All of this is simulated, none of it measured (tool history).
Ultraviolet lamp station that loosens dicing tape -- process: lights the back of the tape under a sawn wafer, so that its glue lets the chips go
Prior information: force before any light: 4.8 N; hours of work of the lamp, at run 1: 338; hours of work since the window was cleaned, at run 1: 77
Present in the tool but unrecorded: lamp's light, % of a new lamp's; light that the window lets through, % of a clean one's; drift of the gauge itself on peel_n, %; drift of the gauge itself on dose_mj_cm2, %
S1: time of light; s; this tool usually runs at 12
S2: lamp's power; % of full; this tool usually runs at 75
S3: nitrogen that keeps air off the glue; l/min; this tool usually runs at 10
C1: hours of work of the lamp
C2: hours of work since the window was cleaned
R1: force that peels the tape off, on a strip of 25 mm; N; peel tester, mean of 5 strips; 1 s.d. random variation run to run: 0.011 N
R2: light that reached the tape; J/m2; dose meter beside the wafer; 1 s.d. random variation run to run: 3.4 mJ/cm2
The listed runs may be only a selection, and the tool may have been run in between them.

run 1 day=0 | S1=12 S2=75 S3=10 | C1=338 C2=77 | R1=0.67 R2=4490
run 2 day=0.508 | S1=12 S2=75 S3=10 | C1=346 C2=85 | R1=0.645 R2=4530
run 3 day=0.888 | S1=12 S2=93 S3=10 | C1=351 C2=90 | R1=0.473 R2=5600
run 4 day=1.479 | S1=12 S2=93 S3=10 | C1=360 C2=99 | R1=0.448 R2=5570
run 5 day=2.092 | S1=12 S2=93 S3=10 | C1=368 C2=108 | R1=0.451 R2=5500
run 6 day=2.712 | S1=12 S2=75 S3=10 | C1=377 C2=116 | R1=0.719 R2=4440
run 7 day=3.092 | S1=12 S2=75 S3=10 | C1=383 C2=122 | R1=0.707 R2=4400
run 8 day=3.438 | S1=12 S2=75 S3=10 | C1=388 C2=127 | R1=0.687 R2=4360
run 9 day=3.925 | S1=9 S2=75 S3=10 | C1=395 C2=134 | R1=1.104 R2=3270
run 10 day=4.554 | S1=9 S2=90 S3=10 | C1=404 C2=143 | R1=0.842 R2=3920
run 11 day=4.971 | S1=12 S2=75 S3=18 | C1=410 C2=149 | R1=0.573 R2=4300
run 12 day=5.483 | S1=6 S2=75 S3=10 | C1=417 C2=156 | R1=1.758 R2=2130
run 13 day=5.908 | S1=6 S2=75 S3=3 | C1=423 C2=163 | R1=2.305 R2=2150
run 14 day=6.467 | S1=6 S2=75 S3=3 | C1=432 C2=171 | R1=2.276 R2=2100
run 15 day=7.138 | S1=6 S2=75 S3=3 | C1=441 C2=180 | R1=2.361 R2=2100
run 16 day=7.742 | S1=6 S2=75 S3=3 | C1=450 C2=189 | R1=2.374 R2=2110
run 17 day=8.212 | S1=6 S2=75 S3=3 | C1=457 C2=196 | R1=2.393 R2=2070
run 18 day=8.738 | S1=6 S2=75 S3=3 | C1=464 C2=203 | R1=2.425 R2=2110
run 19 day=9.483 | S1=6 S2=75 S3=3 | C1=475 C2=214 | R1=2.288 R2=2080
run 20 day=9.833 | S1=19 S2=75 S3=10 | C1=480 C2=219 | R1=0.348 R2=6540
run 21 day=10.504 | S1=19 S2=75 S3=10 | C1=490 C2=229 | R1=0.337 R2=6520
-- day=10.575 window cleaned of glue's vapour
run 22 day=10.962 | S1=24 S2=70 S3=11 | C1=496 C2=6 | R1=0.264 R2=7510
run 23 day=11.333 | S1=24 S2=70 S3=11 | C1=501 C2=11 | R1=0.267 R2=7510
-- day=12.075 window cleaned of glue's vapour, once more
run 24 day=12.075 | S1=6 S2=91 S3=12 | C1=512 C2=0 | R1=1.389 R2=2600
run 25 day=12.5 | S1=9 S2=75 S3=3 | C1=518 C2=6 | R1=1.712 R2=3180
run 26 day=13.196 | S1=9 S2=75 S3=3 | C1=528 C2=16 | R1=1.656 R2=3200
run 27 day=13.883 | S1=9 S2=75 S3=3 | C1=538 C2=26 | R1=1.705 R2=3200
run 28 day=14.562 | S1=9 S2=75 S3=3 | C1=548 C2=36 | R1=1.706 R2=3130
run 29 day=15.062 | S1=9 S2=75 S3=3 | C1=555 C2=43 | R1=1.726 R2=3140
run 30 day=15.671 | S1=9 S2=83 S3=3 | C1=564 C2=52 | R1=1.55 R2=3420
run 31 day=16.183 | S1=9 S2=94 S3=3 | C1=571 C2=59 | R1=1.402 R2=3870
run 32 day=16.917 | S1=9 S2=94 S3=3 | C1=582 C2=70 | R1=1.351 R2=3890
run 33 day=17.292 | S1=7 S2=89 S3=8 | C1=587 C2=75 | R1=1.433 R2=2860
run 34 day=17.775 | S1=7 S2=89 S3=8 | C1=594 C2=82 | R1=1.441 R2=2840
run 35 day=18.342 | S1=8 S2=65 S3=10 | C1=602 C2=90 | R1=1.661 R2=2320
run 36 day=19.1 | S1=8 S2=90 S3=11 | C1=613 C2=101 | R1=1.123 R2=3230
run 37 day=19.633 | S1=12 S2=68 S3=10 | C1=621 C2=109 | R1=0.967 R2=3590
run 38 day=20.004 | S1=6 S2=84 S3=17 | C1=626 C2=114 | R1=1.573 R2=2240
run 39 day=20.367 | S1=14 S2=70 S3=10 | C1=631 C2=120 | R1=0.716 R2=4260
run 40 day=21.075 | S1=10 S2=76 S3=4 | C1=642 C2=130 | R1=1.438 R2=3280

Each row is a separate what-if for the run after 40, all from the same tool condition, not one after another. Results?
run A day=21.771 | S1=12 S2=80 S3=10 | C1=652 C2=140 | R1=? R2=?
run B day=21.771 | S1=21 S2=75 S3=10 | C1=652 C2=140 | R1=? R2=?
run C day=21.771 | S1=24 S2=93 S3=10 | C1=652 C2=140 | R1=? R2=?

run=A R1=0.795 R2=4160
run=B R1=0.328 R2=6860
run=C R1=0.189 R2=9710
With the hidden condition removed and each run's random variation left untouched, the same runs would have given:
run=A R1=0.452 R2=5730
run=B R1=0.205 R2=9440
run=C R1=0.153 R2=13390

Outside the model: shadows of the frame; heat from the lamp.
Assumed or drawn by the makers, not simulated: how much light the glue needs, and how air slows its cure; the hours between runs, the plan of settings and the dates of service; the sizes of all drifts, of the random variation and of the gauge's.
